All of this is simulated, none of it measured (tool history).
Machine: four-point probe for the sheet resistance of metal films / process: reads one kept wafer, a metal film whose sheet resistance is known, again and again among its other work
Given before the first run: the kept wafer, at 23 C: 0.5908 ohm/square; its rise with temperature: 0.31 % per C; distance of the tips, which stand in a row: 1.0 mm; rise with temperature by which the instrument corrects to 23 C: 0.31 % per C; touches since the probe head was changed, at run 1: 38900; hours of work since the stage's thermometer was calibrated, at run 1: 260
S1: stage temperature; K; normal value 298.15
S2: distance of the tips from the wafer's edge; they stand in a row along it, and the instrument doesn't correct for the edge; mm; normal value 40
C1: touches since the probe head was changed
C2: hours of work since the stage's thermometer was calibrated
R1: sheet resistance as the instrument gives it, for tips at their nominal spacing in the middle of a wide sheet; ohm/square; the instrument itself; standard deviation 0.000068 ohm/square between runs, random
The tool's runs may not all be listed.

Run 1, hour 0.0: usual settings; C1 38900; C2 260. Result: R1 0.591685 ohm/square.
Run 2, hour 18.1: usual settings; C1 39880; C2 273. Result: R1 0.591775 ohm/square.
Run 3, hour 43.4: usual settings; C1 41244; C2 291. Result: R1 0.591819 ohm/square.
Run 4, hour 61.4: usual settings; C1 42215; C2 304. Result: R1 0.591797 ohm/square.
Run 5, hour 78.5: usual settings; C1 43140; C2 316. Result: R1 0.591932 ohm/square.
Run 6, hour 100.9: usual settings but S1 295.15 K; C1 44352; C2 332. Result: R1 0.591899 ohm/square.
Run 7, hour 113.1: usual settings but S1 295.15 K, S2 55 mm; C1 45010; C2 340. Result: R1 0.591780 ohm/square.
At hour 115.3: stage's thermometer calibrated.
Run 8, hour 135.3: usual settings but S2 27 mm; C1 46185; C2 14. Result: R1 0.591962 ohm/square.
Run 9, hour 149.2: usual settings but S1 303.15 K, S2 31 mm; C1 46932; C2 24. Result: R1 0.591970 ohm/square.
Run 10, hour 170.0: usual settings but S1 303.15 K, S2 31 mm; C1 48057; C2 39. Result: R1 0.591877 ohm/square.

Across each entry between runs, compare the hidden state at the last listed run before it with the hidden state at the first listed run after it:
After run 7, before run 8: stage's thermometer calibrated (hour 115.3)
  inner tips' distance over the nominal, %: 0.171 -> 0.174; wafer's true temperature over the reading, C: -0.12 -> -0.2
  difference, measured minus the result without the unlogged condition, R1: +0.000865 -> +0.000748 ohm/square

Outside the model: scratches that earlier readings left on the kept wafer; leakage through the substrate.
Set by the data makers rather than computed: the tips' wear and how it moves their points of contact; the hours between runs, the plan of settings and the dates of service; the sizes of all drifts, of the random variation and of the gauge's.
